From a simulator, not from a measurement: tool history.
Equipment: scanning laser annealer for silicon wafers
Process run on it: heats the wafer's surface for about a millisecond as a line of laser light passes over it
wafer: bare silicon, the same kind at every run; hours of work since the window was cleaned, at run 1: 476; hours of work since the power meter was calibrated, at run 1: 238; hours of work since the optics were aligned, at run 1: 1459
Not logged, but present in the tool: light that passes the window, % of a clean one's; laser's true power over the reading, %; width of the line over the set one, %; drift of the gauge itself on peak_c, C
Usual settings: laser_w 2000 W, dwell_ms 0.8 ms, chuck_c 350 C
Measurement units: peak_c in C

run   hour  laser_w  dwell_ms  chuck_c  hours of work since the window was cleaned  hours of work since the power meter was calibrated  hours of work since the optics were aligned  peak_c
  1      0     2000       0.8      350                                         476                                                 238                                         1459    1012
  2      6     2000       0.8      350                                         481                                                 242                                         1463    1013
        14  -- window over the wafer cleaned
  3   16.8     2000       0.8      359                                           2                                                 249                                         1470    1058
  4   23.3     2000       0.8      339                                           7                                                 254                                         1474    1041
  5   35.9     2000       0.8      350                                          16                                                 263                                         1484    1054
  6   47.7     2000       0.8      350                                          25                                                 271                                         1492    1049
  7     59     2000       0.8      350                                          33                                                 280                                         1501    1047
  8   73.2     2000       0.8      350                                          43                                                 290                                         1511    1048
  9   82.9     1852       0.8      350                                          50                                                 297                                         1518     994
 10   94.1     1852       0.8      350                                          59                                                 305                                         1526     995
 11  101.9     1852       0.8      350                                          64                                                 311                                         1532     994
 12  110.2     1852       0.8      350                                          70                                                 317                                         1538     991
 13  124.2     2020     0.676      350                                          81                                                 327                                         1548    1003
 14  136.4     2020     0.676      350                                          90                                                 336                                         1557    1004
 15  148.2     2000       0.8      323                                          98                                                 345                                         1566    1020
     152.4  -- laser's power meter calibrated
 16  161.9     2000       0.8      323                                         106                                                   7                                         1574    1014
 17  171.7     2093       0.8      311                                         113                                                  14                                         1581    1040
 18    178     2093       0.8      311                                         118                                                  19                                         1586    1034
 19  191.3     2093     0.868      311                                         128                                                  29                                         1595    1067
 20  198.6     2023     0.868      319                                         133                                                  34                                         1601    1042
 21  210.1     2023     0.868      319                                         141                                                  42                                         1609    1044
 22  222.6     2133      0.93      370                                         151                                                  51                                         1618    1159
 23  234.4     2000     0.809      373                                         159                                                  60                                         1627    1065

Hidden state at the last listed run before each entry between runs and at the first one after, where it differs:
Between runs 2 and 3: window over the wafer cleaned (hour 14)
  light that passes the window, % of a clean one's: 94.71 -> 99.74; width of the line over the set one, %: 2.61 -> 2.62
  difference, measured minus the result without the unlogged condition, peak_c: -50 -> -12 C
Between runs 15 and 16: laser's power meter calibrated (hour 152.4)
  light that passes the window, % of a clean one's: 98.65 -> 98.57; laser's true power over the reading, %: 0.16 -> 0.2; width of the line over the set one, %: 2.76 -> 2.78
  difference, measured minus the result without the unlogged condition, peak_c: -20 -> -21 C
